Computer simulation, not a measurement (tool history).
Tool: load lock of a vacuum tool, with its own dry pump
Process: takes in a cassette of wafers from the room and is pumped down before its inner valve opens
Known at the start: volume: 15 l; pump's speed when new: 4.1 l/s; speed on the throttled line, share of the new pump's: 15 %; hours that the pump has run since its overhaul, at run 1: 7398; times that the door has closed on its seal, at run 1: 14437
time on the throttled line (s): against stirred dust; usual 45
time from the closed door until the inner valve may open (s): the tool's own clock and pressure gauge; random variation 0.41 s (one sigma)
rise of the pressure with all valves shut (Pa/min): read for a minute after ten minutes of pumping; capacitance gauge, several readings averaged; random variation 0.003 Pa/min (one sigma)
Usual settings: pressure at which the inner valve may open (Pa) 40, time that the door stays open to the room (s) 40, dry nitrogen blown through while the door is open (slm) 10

run	hour	time on the throttled line (s)	pressure at which the inner valve may open (Pa)	time that the door stays open to the room (s)	dry nitrogen blown through while the door is open (slm)	hours that the pump has run since its overhaul	times that the door has closed on its seal	incoming humidity of the room's air, %	time from the closed door until the inner valve may open (s)	rise of the pressure with all valves shut (Pa/min)
1	0	45	40	40	10	7398	14437	46.4	72.6	0.129
2	125.9	45	40	40	10	7523	14768	46.4	72.9	0.138
3	236	45	40	40	10	7634	15058	45.1	73.4	0.141
4	341.2	45	40	40	10	7739	15335	45.5	72.9	0.14
5	503.6	45	40	40	10	7901	15762	47	74.2	0.144
6	592.3	45	40	40	10	7990	15995	45.5	73.4	0.147
7	757.6	45	40	40	10	8155	16430	47.8	74.5	0.155
8	837.6	45	40	136	10	8235	16640	47.6	74.2	0.215
9	1008.4	45	40	40	10	8406	17089	45	73.7	0.158
10	1096.3	45	40	40	10	8494	17320	43.1	74.4	0.159
11	1259	45	40	40	10	8656	17748	44	74.2	0.164
12	1353.5	45	40	40	10	8751	17997	46.3	74.4	0.159
13	1429.7	45	40	40	10	8827	18197	45.4	75	0.168
14	1508.2	45	40	40	10	8906	18404	46.6	74.5	0.16
15	1631.3	45	40	144	10	9029	18727	45.9	74.3	0.219
16	1763.4	45	61	144	10	9161	19075	46.3	73	0.232
17	1890	62	61	34	10	9288	19408	43.9	86	0.169
# hour 1955.8: dry pump taken out, an overhauled one fitted
18	2027.5	62	61	34	10	72	19754	46.4	79.3	0.169
19	2170.7	45	40	38	10	215	20130	43.8	67.1	0.176

Run 20 comes next. What will it give?
20	2299.4	45	51	112	10	344	20468	47.1	?	?

Run 20 gave time from the closed door until the inner valve may open (s) 65.7, rise of the pressure with all valves shut (Pa/min) 0.229.
Without the tool's hidden state the same run would have given time from the closed door until the inner valve may open (s) 65.6, rise of the pressure with all valves shut (Pa/min) 0.099.

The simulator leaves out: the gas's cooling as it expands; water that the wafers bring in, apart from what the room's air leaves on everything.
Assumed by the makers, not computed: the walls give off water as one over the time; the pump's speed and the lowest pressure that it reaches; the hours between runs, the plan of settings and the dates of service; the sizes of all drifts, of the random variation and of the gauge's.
